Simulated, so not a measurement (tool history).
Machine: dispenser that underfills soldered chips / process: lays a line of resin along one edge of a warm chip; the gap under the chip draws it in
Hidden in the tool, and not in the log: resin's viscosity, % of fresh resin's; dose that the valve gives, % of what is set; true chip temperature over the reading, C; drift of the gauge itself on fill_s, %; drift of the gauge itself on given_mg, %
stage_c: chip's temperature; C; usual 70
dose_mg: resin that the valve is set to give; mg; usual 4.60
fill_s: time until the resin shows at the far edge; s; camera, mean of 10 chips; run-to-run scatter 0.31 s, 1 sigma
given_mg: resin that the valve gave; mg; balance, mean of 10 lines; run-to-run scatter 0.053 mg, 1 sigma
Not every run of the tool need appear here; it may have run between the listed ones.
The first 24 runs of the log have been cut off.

run	day	stage_c	dose_mg	hours of work since the syringe was changed	hours of work since the valve was cleaned	hours of work since the stage was calibrated	fill_s	given_mg
# day 6.446: new syringe of resin
25	6.450	77	4.46	0	37	268	6.0	4.27
26	6.629	77	4.46	3	41	272	7.0	4.38
27	6.804	77	4.46	7	44	275	8.8	4.23
# day 7.079: new syringe of resin
28	7.183	82	5.64	2	50	281	5.2	5.30
29	7.492	82	5.64	8	56	287	8.7	5.36
# day 7.725: new syringe of resin
30	7.829	58	4.40	2	62	293	13.2	4.19
31	8.200	58	4.40	9	69	300	24.4	4.09
# day 8.354: new syringe of resin
32	8.375	58	4.40	0	72	303	11.7	4.09
33	8.758	58	4.40	7	79	310	20.8	4.07
# day 8.983: new syringe of resin
34	9.042	58	4.40	1	84	315	11.8	3.97
35	9.229	59	4.06	4	87	318	16.5	3.70

Predict each of these 5 candidate next runs independently; none follows another, all start after run 35:
A	9.392	72	4.60	7	90	321	?	?
B	9.392	75	5.10	7	90	321	?	?
C	9.392	74	4.06	7	90	321	?	?
D	9.392	65	4.06	7	90	321	?	?
E	9.392	70	4.47	7	90	321	?	?

run	fill_s	given_mg
A	12.3	4.15
B	11.0	4.61
C	11.9	3.64
D	16.9	3.72
E	14.0	4.08
Without the tool's unlogged condition, the same runs would have read:
run	fill_s	given_mg
A	5.6	4.56
B	5.2	5.06
C	5.6	4.00
D	7.8	4.08
E	6.8	4.47

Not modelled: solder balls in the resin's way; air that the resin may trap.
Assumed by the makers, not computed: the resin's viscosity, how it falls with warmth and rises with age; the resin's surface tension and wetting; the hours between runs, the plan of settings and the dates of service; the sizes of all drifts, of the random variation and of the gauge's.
